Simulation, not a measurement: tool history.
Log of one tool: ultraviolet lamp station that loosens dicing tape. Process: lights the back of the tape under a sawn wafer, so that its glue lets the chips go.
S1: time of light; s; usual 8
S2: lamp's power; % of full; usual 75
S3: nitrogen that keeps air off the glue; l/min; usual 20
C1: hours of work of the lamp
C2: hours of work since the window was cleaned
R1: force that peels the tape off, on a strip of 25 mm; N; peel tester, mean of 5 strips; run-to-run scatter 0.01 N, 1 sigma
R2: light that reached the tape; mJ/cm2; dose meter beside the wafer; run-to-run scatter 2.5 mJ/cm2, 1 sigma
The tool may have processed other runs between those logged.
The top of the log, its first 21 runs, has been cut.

run   hour  S1  S2  S3   C1   C2     R1   R2
 22  356.6   8  75  20  328   18  0.558  277
 23  367.6   7  64  25  336   26  0.874  205
 24  384.9   8  63  15  348   39  0.871  229
 25  400.7   7  71  27  359   50  0.701  228
 26    416   7  71  27  370   61  0.711  226
 27    435   7  71  27  384   74  0.731  217
 28  454.1   7  71  27  398   88  0.721  225
 29  465.3   7  71  27  406   96  0.719  221
 30    486   8  66  11  420  111  0.957  234
 31  496.2   6  75   6  428  118  1.596  194
 32  505.9   5  76  20  435  125  1.272  168
 33  516.4   5  76   8  442  133  1.781  164
 34  532.3  13  61  29  454  144  0.277  342
 35    554  13  61  29  469  159  0.284  338
 36  568.3   9  75  20  479  170  0.506  289
 37  581.8  10  79  20  489  179  0.331  341
 38  603.4  10  79  20  504  195   0.35  335
 39  620.2  16  68  24  516  207  0.144  457
 40  642.3  16  68  24  532  223  0.157  454
 41  656.6   8  65  20  542  233  0.844  214
 42  666.5   8  89  29  550  240  0.403  293
 43  684.8  15  89  29  563  253  0.102  541

Consider 5 possible next runs. They are alternatives, not a sequence: every one starts from the tool as it was left by run 43. What does each give?
  A  703.9   8  75  25  576  267   ?   ?
  B  703.9  12  86  20  576  267   ?   ?
  C  703.9   8  62  37  576  267   ?   ?
  D  703.9  11  75  34  576  267   ?   ?
  E  703.9   8  76  29  576  267   ?   ?

run     R1   R2
  A  0.615  242
  B  0.203  411
  C  0.815  201
  D   0.26  334
  E  0.579  249
What these runs would have given with no unlogged condition in the tool:
run     R1   R2
  A  0.397  296
  B  0.129  503
  C  0.546  246
  D  0.158  408
  E  0.368  304
